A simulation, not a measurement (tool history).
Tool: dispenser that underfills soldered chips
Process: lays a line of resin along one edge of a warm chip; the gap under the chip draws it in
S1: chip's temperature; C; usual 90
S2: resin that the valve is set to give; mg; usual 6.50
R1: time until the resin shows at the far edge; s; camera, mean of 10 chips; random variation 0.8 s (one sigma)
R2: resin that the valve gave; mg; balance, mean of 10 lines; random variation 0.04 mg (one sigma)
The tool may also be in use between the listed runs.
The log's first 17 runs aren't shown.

{"run": 18, "hour": 117.2, "S1": 100, "S2": 6.5, "R1": 58.4, "R2": 6.37}
{"hour": 121.1, "done": "new syringe of resin"}
{"run": 19, "hour": 124.0, "S1": 94, "S2": 5.74, "R1": 64.6, "R2": 5.57}
{"run": 20, "hour": 130.9, "S1": 83, "S2": 7.49, "R1": 139.0, "R2": 7.28}
{"hour": 133.6, "done": "new syringe of resin"}
{"run": 21, "hour": 136.6, "S1": 83, "S2": 7.49, "R1": 102.4, "R2": 7.25}
{"run": 22, "hour": 140.4, "S1": 90, "S2": 6.36, "R1": 88.4, "R2": 6.23}
{"hour": 145.6, "done": "new syringe of resin"}
{"run": 23, "hour": 147.9, "S1": 90, "S2": 6.36, "R1": 73.1, "R2": 6.18}
{"run": 24, "hour": 154.4, "S1": 91, "S2": 6.18, "R1": 92.6, "R2": 5.96}
{"hour": 158.0, "done": "new syringe of resin"}
{"run": 25, "hour": 162.2, "S1": 90, "S2": 5.94, "R1": 78.4, "R2": 5.74}
{"run": 26, "hour": 166.1, "S1": 82, "S2": 7.47, "R1": 129.9, "R2": 7.16}
{"hour": 170.7, "done": "new syringe of resin"}
{"run": 27, "hour": 175.6, "S1": 83, "S2": 8.31, "R1": 111.6, "R2": 7.89}
{"run": 28, "hour": 182.0, "S1": 85, "S2": 6.53, "R1": 135.8, "R2": 6.16}
{"hour": 183.0, "done": "new syringe of resin"}
{"run": 29, "hour": 188.3, "S1": 85, "S2": 6.53, "R1": 102.7, "R2": 6.21}
{"run": 30, "hour": 194.7, "S1": 79, "S2": 6.5, "R1": 182.8, "R2": 6.16}
{"hour": 195.6, "done": "new syringe of resin"}
{"run": 31, "hour": 202.3, "S1": 100, "S2": 6.98, "R1": 55.0, "R2": 6.59}
{"run": 32, "hour": 206.7, "S1": 94, "S2": 8.09, "R1": 84.0, "R2": 7.66}
{"hour": 208.1, "done": "new syringe of resin"}
{"run": 33, "hour": 213.1, "S1": 91, "S2": 8.22, "R1": 73.7, "R2": 7.68}
{"run": 34, "hour": 219.0, "S1": 91, "S2": 8.18, "R1": 96.3, "R2": 7.62}
{"hour": 220.3, "done": "new syringe of resin"}
{"run": 35, "hour": 225.7, "S1": 91, "S2": 8.18, "R1": 77.6, "R2": 7.52}

Forecast each of these 4 alternatives for the next run:
{"run": "A", "hour": 230.6, "S1": 75, "S2": 7.15, "R1": "?", "R2": "?"}
{"run": "B", "hour": 230.6, "S1": 91, "S2": 8.22, "R1": "?", "R2": "?"}
{"run": "C", "hour": 230.6, "S1": 86, "S2": 7.02, "R1": "?", "R2": "?"}
{"run": "D", "hour": 230.6, "S1": 97, "S2": 8.02, "R1": "?", "R2": "?"}

run=A R1=209.8 R2=6.63
run=B R1=93.1 R2=7.59
run=C R1=123.1 R2=6.45
run=D R1=71.2 R2=7.48
Without the tool's hidden state the same runs would have given:
run=A R1=155.4 R2=7.17
run=B R1=68.4 R2=8.21
run=C R1=90.4 R2=6.97
run=D R1=52.0 R2=8.07
